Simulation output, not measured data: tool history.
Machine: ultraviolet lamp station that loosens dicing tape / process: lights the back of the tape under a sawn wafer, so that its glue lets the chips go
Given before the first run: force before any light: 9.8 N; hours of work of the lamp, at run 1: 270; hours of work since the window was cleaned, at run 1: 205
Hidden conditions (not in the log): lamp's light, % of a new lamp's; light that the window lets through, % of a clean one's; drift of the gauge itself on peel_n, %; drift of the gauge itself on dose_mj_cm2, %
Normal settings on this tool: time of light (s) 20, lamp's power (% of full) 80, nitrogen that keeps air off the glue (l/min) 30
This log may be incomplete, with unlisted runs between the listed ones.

run   hour  time of light (s)  lamp's power (% of full)  nitrogen that keeps air off the glue (l/min)  hours of work of the lamp  hours of work since the window was cleaned  force that peels the tape off (N)  light that reached the tape (J/m2)
  1      0                 20                        80                                            30                        270                                         205                              0.197                                4540
  2   28.3                 20                        80                                            30                        282                                         216                              0.206                                4560
  3   60.8                 20                        80                                            23                        295                                         229                              0.233                                4540
  4   76.8                 20                        80                                            23                        302                                         236                              0.229                                4520
  5   93.6                 27                        80                                            30                        308                                         243                              0.112                                6150
  6  115.7                 20                        77                                            30                        317                                         252                              0.215                                4380
  7  150.7                 20                        80                                            48                        332                                         266                              0.162                                4560
  8  182.7                 40                        80                                            30                        345                                         279                              0.091                                9070
  9  201.1                 17                        78                                            13                        352                                         286                              0.602                                3770
 10  231.4                 17                        77                                            35                        365                                         299                              0.301                                3740

What if the next run were any one of these 5? Each begins from the tool's condition after run 10:
  A  263.8                 18                        80                                            30                        378                                         312                                  ?                                   ?
  B  263.8                 17                        74                                            35                        378                                         312                                  ?                                   ?
  C  263.8                 20                        84                                            19                        378                                         312                                  ?                                   ?
  D  263.8                 17                        78                                            35                        378                                         312                                  ?                                   ?
  E  263.8                 18                        77                                            35                        378                                         312                                  ?                                   ?

run  force that peels the tape off (N)  light that reached the tape (J/m2)
  A                              0.264                                4140
  B                              0.351                                3570
  C                               0.23                                4770
  D                              0.285                                3780
  E                              0.266                                3960
The same runs, with their run-to-run variation unchanged, on a tool lacking any hidden condition would have given:
run  force that peels the tape off (N)  light that reached the tape (J/m2)
  A                              0.261                                4150
  B                              0.348                                3580
  C                              0.228                                4780
  D                              0.282                                3790
  E                              0.263                                3980
